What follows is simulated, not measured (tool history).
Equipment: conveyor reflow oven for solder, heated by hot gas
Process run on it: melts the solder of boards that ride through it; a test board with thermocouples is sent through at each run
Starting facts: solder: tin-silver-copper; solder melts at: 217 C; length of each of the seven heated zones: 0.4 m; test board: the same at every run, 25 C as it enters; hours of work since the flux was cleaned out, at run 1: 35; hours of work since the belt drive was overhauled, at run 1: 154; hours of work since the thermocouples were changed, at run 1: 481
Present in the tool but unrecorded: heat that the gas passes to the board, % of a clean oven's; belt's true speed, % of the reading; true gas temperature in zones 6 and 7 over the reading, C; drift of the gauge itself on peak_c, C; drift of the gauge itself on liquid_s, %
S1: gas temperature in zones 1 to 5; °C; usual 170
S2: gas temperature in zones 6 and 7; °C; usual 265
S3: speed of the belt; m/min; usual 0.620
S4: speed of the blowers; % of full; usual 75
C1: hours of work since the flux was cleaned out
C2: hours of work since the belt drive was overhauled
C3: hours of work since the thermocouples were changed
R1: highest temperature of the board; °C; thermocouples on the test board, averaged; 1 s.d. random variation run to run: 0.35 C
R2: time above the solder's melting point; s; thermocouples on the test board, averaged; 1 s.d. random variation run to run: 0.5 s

run   hour   S1   S2     S3  S4  C1   C2   C3     R1    R2
  1    0.0  170  265  0.620  75  35  154  481  250.8  56.0
  2   10.3  170  265  0.620  75  40  159  486  250.7  56.6
  3   15.8  170  265  0.620  75  43  162  489  251.8  56.9
  4   24.0  170  265  0.620  75  48  167  494  250.1  56.3
  5   29.3  170  265  0.620  75  51  170  497  250.8  56.2
  6   39.7  170  265  0.620  75  56  175  502  251.0  56.0
  7   45.3  170  265  0.620  75  59  178  505  251.7  56.2
  8   56.6  170  265  0.620  75  65  184  511  251.3  55.9
  9   64.7  170  265  0.620  75  70  189  516  251.3  56.1
 10   70.1  170  265  0.620  75  73  192  519  251.6  56.2
 11   78.9  170  265  0.620  75  77  196  523  250.9  56.9
      83.4  -- belt drive overhauled, speed set with a stopwatch
 12   88.6  182  260  0.620  75  80    3  526  248.3  59.5
 13   96.9  182  260  0.620  75  85    7  531  248.4  59.3
     106.3  -- belt drive overhauled, speed set with a stopwatch, once more
 14  111.7  180  253  0.664  51  91    3  537  236.8  41.5
 15  121.2  180  253  0.664  51  96    8  542  236.8  41.4

Run 16, settings as shown, results not yet in. Your forecast:
 16  128.4  180  253  0.664  51  100  12  546   ?   ?

{"run 16": {"R1": 236.9, "R2": 41.1}}
With no hidden state in the tool, this same run would have given R1 236.6 °C, R2 40.9 s.
